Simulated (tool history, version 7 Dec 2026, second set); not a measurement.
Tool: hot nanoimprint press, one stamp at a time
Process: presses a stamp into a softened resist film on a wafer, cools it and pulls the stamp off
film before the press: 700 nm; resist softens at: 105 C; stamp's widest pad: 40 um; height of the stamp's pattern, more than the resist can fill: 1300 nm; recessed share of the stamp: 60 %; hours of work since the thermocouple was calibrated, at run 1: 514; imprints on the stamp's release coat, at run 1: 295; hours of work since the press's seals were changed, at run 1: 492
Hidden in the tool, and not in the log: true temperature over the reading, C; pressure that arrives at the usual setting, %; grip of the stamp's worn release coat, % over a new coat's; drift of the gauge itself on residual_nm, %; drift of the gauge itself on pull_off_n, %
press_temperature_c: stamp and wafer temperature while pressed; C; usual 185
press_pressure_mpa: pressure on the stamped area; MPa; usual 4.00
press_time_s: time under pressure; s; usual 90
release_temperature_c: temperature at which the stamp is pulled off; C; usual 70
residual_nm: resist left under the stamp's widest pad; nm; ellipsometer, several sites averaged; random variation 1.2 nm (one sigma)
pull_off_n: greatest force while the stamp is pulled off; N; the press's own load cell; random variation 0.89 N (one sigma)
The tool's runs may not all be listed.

run	hour	press_temperature_c	press_pressure_mpa	press_time_s	release_temperature_c	hours of work since the thermocouple was calibrated	imprints on the stamp's release coat	hours of work since the press's seals were changed	residual_nm	pull_off_n
1	0.0	185	4.00	90	70	514	295	492	310.7	129.4
2	15.1	185	4.00	90	70	522	351	499	313.4	128.3
3	42.8	194	4.00	90	70	536	454	513	223.1	126.9
4	70.4	194	4.00	90	70	550	557	527	224.3	126.8
5	86.2	194	4.00	90	70	558	616	535	221.7	126.7
6	108.9	185	4.00	90	70	570	701	547	311.6	127.9
7	131.8	185	4.00	90	70	581	786	559	312.2	128.0
8	147.8	179	4.00	90	62	590	846	567	396.3	153.4
9	165.8	179	4.00	155	62	599	913	576	331.3	151.8
# hour 170.9: plate thermocouple calibrated
10	195.0	179	6.14	82	62	12	1010	589	327.3	154.0
11	222.4	185	4.00	56	70	26	1112	603	367.7	128.7
12	236.5	185	4.00	145	70	33	1165	610	267.0	126.6
13	258.9	173	5.55	145	60	45	1248	622	372.0	158.2
14	283.9	185	4.00	178	66	57	1342	634	248.6	139.5

3 ways to go on from here, each from the tool as it stands after run 14. What would each give?
A	309.7	173	4.82	82	66	71	1438	648	?	?
B	309.7	184	4.00	60	70	71	1438	648	?	?
C	309.7	185	2.73	90	60	71	1438	648	?	?

run	residual_nm	pull_off_n
A	464.0	140.1
B	368.6	128.4
C	385.7	158.6
Without the tool's hidden state the same runs would have given:
run	residual_nm	pull_off_n
A	463.8	139.3
B	368.5	127.6
C	385.6	157.7
